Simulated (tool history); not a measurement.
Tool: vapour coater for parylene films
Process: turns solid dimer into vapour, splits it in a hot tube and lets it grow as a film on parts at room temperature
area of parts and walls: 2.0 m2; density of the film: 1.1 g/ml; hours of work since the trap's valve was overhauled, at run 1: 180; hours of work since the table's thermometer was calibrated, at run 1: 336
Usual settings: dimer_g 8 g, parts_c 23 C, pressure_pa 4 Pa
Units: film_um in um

run	hour	dimer_g	parts_c	pressure_pa	hours of work since the trap's valve was overhauled	hours of work since the table's thermometer was calibrated	film_um
1	0	8	23	4	180	336	2.52
2	19.7	8	23	4	191	347	2.52
3	32.1	8	23	11.62	199	354	2.19
4	42.3	8	23	11.62	204	360	2.2
# hour 51.3: trap's valve overhauled
5	70.3	8	23	11.62	11	374	2.08
# hour 91.8: trap's valve overhauled, once more
6	91.8	8	23	6.03	0	384	2.46
7	114.2	8	23	6.03	13	397	2.48
8	124.8	9	23	4	19	403	2.92
9	144.2	9	16	4	30	414	3.99
10	162.8	9	16	4	40	424	3.92
11	186.2	8	23	4	54	438	2.61
12	200.8	8	27	4	62	446	2.13
13	219.1	8	27	4	72	456	2.16
14	241	8	27	4	85	469	2.15
15	257	8	23	4	94	478	2.61
16	269.3	8	23	4	101	485	2.56
17	283.9	8	23	4	109	493	2.57
18	294.8	8	23	4	116	499	2.56
19	305.1	8	35	4	121	505	1.47
20	327.4	8	35	4	134	518	1.45
21	339.8	8	35	4	141	525	1.44
22	362	12	30	3.88	154	538	2.83
23	372.9	12	30	3.88	160	544	2.71
24	385.7	4	30	2.05	167	551	1.03
25	405.9	6	16	3.28	179	563	2.51
26	416	6	16	3.28	185	568	2.55
27	429.1	9	17	3.1	192	576	3.75
28	439.9	7	17	3.44	198	582	2.93
29	452.1	5	16	8.7	205	589	1.94
# hour 460.5: trap's valve overhauled
30	468.1	5	16	8.7	4	596	2.03
31	480.7	7	22	6.67	11	603	2.21
32	500.5	8	16	4	23	614	3.49
33	523.8	8	18	6.8	36	628	3.04
34	541	7	30	11	46	637	1.48

Forecast run 35:
35	562.5	7	30	11	58	650	?

{"run 35": {"film_um": 1.39}}
Without the tool's hidden state the same run would have given film_um 1.45 um.

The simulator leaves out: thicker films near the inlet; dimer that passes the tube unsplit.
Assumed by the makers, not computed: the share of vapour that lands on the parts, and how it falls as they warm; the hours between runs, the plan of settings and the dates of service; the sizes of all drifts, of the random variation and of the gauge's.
